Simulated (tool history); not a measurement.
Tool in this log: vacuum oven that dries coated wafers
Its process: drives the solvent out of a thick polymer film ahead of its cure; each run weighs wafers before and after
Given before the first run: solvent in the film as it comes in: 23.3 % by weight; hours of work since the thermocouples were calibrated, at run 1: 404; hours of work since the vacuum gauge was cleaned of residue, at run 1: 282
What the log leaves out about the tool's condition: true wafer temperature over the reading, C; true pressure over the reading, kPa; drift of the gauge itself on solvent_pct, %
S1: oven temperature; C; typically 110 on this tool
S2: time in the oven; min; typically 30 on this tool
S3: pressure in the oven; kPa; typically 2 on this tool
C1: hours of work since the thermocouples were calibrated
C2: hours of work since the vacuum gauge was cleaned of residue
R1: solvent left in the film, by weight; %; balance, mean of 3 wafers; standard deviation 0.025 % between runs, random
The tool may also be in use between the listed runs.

run	hour	S1	S2	S3	C1	C2	R1
1	0	110	30	2	404	282	2.67
2	66.1	110	16	2	441	319	6.42
3	105.3	112	30	2	464	341	2.11
4	142	112	30	2	484	362	2.15
5	204.7	110	30	2	520	398	2.64
6	242.6	110	30	2	541	419	2.63
7	311.6	110	30	2	581	458	2.6
8	391.3	98	30	2	626	503	7.3
9	430.7	98	30	2	648	526	7.35
10	493.3	98	30	2	683	561	7.38
11	526.9	110	30	2	703	580	2.6
12	597.9	110	41	2	743	620	1.44
13	638.1	118	30	2	766	643	0.95
14	708.9	118	30	2	806	683	0.97
15	778.8	110	30	2	845	723	2.53
16	828.4	110	30	2	873	751	2.54
17	878.4	110	30	6.65	902	779	3.52
# hour 884: vacuum gauge cleaned of residue and calibrated
18	921.8	110	30	6.65	925	21	3.58
19	968.8	110	30	3.49	952	48	2.87
# hour 993.1: oven's thermocouples calibrated
20	1009.7	110	47	2	9	70	1.27
21	1086.6	109	23	1.12	53	114	4.41
22	1132.1	109	43	5.32	79	139	2.43
23	1175.8	109	43	5.32	103	164	2.47
24	1216.5	110	20	3.63	127	187	5.37
# hour 1230.5: vacuum gauge cleaned of residue and calibrated, once more
25	1290.9	99	22	2.33	168	34	9.05
26	1357.4	110	30	1.01	206	72	2.46
27	1392.7	110	30	4.73	226	92	3.21
28	1439.5	107	47	1.6	252	118	1.58
29	1477.9	107	47	1.6	274	140	1.57
30	1539.9	113	43	4.35	309	175	1.38
31	1608.8	118	26	2	348	214	1.3
32	1676	110	20	6.92	386	252	5.76
33	1735.4	99	30	6.4	420	286	7.94
34	1785.2	110	23	7.3	448	314	5.02
35	1852.3	116	23	1.5	486	352	2.03
36	1891.4	116	23	1.5	508	374	1.99
37	1938.4	122	23	1.5	535	401	0.87
38	2009.4	114	23	1.5	575	441	2.54
39	2054	123	30	1.12	600	467	0.38
40	2114	119	38	1.77	634	501	0.5

Hidden condition of the tool, last listed run before each entry between runs versus first listed run after:
Between runs 17 and 18: vacuum gauge cleaned of residue and calibrated (hour 884)
  true wafer temperature over the reading, C: 0.51 -> 0.54; true pressure over the reading, kPa: 0.291 -> 0.448
  what was measured, less what the result would be without the hidden state, R1: -0.1 -> -0.07 %
Between runs 19 and 20: oven's thermocouples calibrated (hour 993.1)
  true wafer temperature over the reading, C: 0.58 -> -0.31; true pressure over the reading, kPa: 0.457 -> 0.464
  what was measured, less what the result would be without the hidden state, R1: -0.07 -> +0.16 %
Between runs 24 and 25: vacuum gauge cleaned of residue and calibrated, once more (hour 1230.5)
  true wafer temperature over the reading, C: -0.17 -> -0.12; true pressure over the reading, kPa: 0.505 -> 0.005
  what was measured, less what the result would be without the hidden state, R1: +0.17 -> +0.05 %
